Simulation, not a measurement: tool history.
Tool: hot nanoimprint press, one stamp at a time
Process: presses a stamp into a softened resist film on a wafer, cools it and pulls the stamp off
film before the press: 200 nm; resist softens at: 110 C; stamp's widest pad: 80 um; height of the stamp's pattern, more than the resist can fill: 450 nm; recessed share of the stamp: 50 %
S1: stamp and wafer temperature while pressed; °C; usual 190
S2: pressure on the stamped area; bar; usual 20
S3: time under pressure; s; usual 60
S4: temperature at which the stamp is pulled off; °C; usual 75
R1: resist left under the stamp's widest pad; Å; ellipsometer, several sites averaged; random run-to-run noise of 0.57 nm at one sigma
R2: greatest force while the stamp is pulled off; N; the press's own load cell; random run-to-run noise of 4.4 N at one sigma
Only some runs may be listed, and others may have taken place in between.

{"run": 1, "hour": 0.0, "S1": 190, "S2": 20, "S3": 60, "S4": 75, "R1": 768, "R2": 280}
{"run": 2, "hour": 12.0, "S1": 190, "S2": 20, "S3": 111, "S4": 75, "R1": 604, "R2": 288}
{"hour": 19.2, "done": "stamp cleaned and given a new release coat"}
{"hour": 41.1, "done": "plate thermocouple calibrated"}
{"run": 3, "hour": 41.1, "S1": 190, "S2": 20, "S3": 111, "S4": 75, "R1": 614, "R2": 226}
{"run": 4, "hour": 57.0, "S1": 190, "S2": 20, "S3": 60, "S4": 75, "R1": 783, "R2": 232}
{"run": 5, "hour": 74.6, "S1": 190, "S2": 20, "S3": 107, "S4": 75, "R1": 628, "R2": 234}
{"run": 6, "hour": 86.6, "S1": 190, "S2": 20, "S3": 42, "S4": 75, "R1": 891, "R2": 240}
{"hour": 92.1, "done": "plate thermocouple calibrated, once more"}
{"run": 7, "hour": 110.4, "S1": 190, "S2": 20, "S3": 42, "S4": 75, "R1": 863, "R2": 245}
{"run": 8, "hour": 123.0, "S1": 190, "S2": 20, "S3": 42, "S4": 75, "R1": 853, "R2": 237}
{"run": 9, "hour": 133.9, "S1": 190, "S2": 20, "S3": 42, "S4": 75, "R1": 865, "R2": 250}
{"run": 10, "hour": 145.9, "S1": 190, "S2": 20, "S3": 42, "S4": 75, "R1": 861, "R2": 253}
{"run": 11, "hour": 155.7, "S1": 190, "S2": 20, "S3": 42, "S4": 75, "R1": 864, "R2": 252}
{"run": 12, "hour": 164.8, "S1": 190, "S2": 20, "S3": 60, "S4": 75, "R1": 756, "R2": 259}
{"run": 13, "hour": 179.7, "S1": 190, "S2": 20, "S3": 60, "S4": 75, "R1": 754, "R2": 261}
{"run": 14, "hour": 198.0, "S1": 190, "S2": 20, "S3": 60, "S4": 75, "R1": 745, "R2": 264}
{"run": 15, "hour": 217.2, "S1": 190, "S2": 20, "S3": 60, "S4": 75, "R1": 752, "R2": 277}
{"hour": 238.8, "done": "stamp cleaned and given a new release coat"}
{"run": 16, "hour": 241.2, "S1": 190, "S2": 20, "S3": 60, "S4": 75, "R1": 761, "R2": 209}
{"run": 17, "hour": 256.4, "S1": 190, "S2": 20, "S3": 60, "S4": 75, "R1": 762, "R2": 222}
{"run": 18, "hour": 265.3, "S1": 190, "S2": 20, "S3": 60, "S4": 75, "R1": 758, "R2": 225}
{"run": 19, "hour": 276.9, "S1": 190, "S2": 20, "S3": 60, "S4": 75, "R1": 743, "R2": 238}
{"run": 20, "hour": 297.6, "S1": 182, "S2": 20, "S3": 60, "S4": 75, "R1": 951, "R2": 239}
{"run": 21, "hour": 312.5, "S1": 200, "S2": 14.4, "S3": 60, "S4": 62, "R1": 693, "R2": 299}
{"run": 22, "hour": 332.5, "S1": 200, "S2": 14.4, "S3": 60, "S4": 62, "R1": 694, "R2": 322}
{"run": 23, "hour": 341.7, "S1": 200, "S2": 14.4, "S3": 60, "S4": 62, "R1": 700, "R2": 314}
{"run": 24, "hour": 354.5, "S1": 200, "S2": 14.4, "S3": 60, "S4": 62, "R1": 689, "R2": 336}

Forecast run 25:
{"run": 25, "hour": 372.7, "S1": 200, "S2": 19.3, "S3": 60, "S4": 83, "R1": "?", "R2": "?"}

R1: 589 Å
R2: 206 N
With no hidden state in the tool, this same run would have given R1 578 Å, R2 169 N.
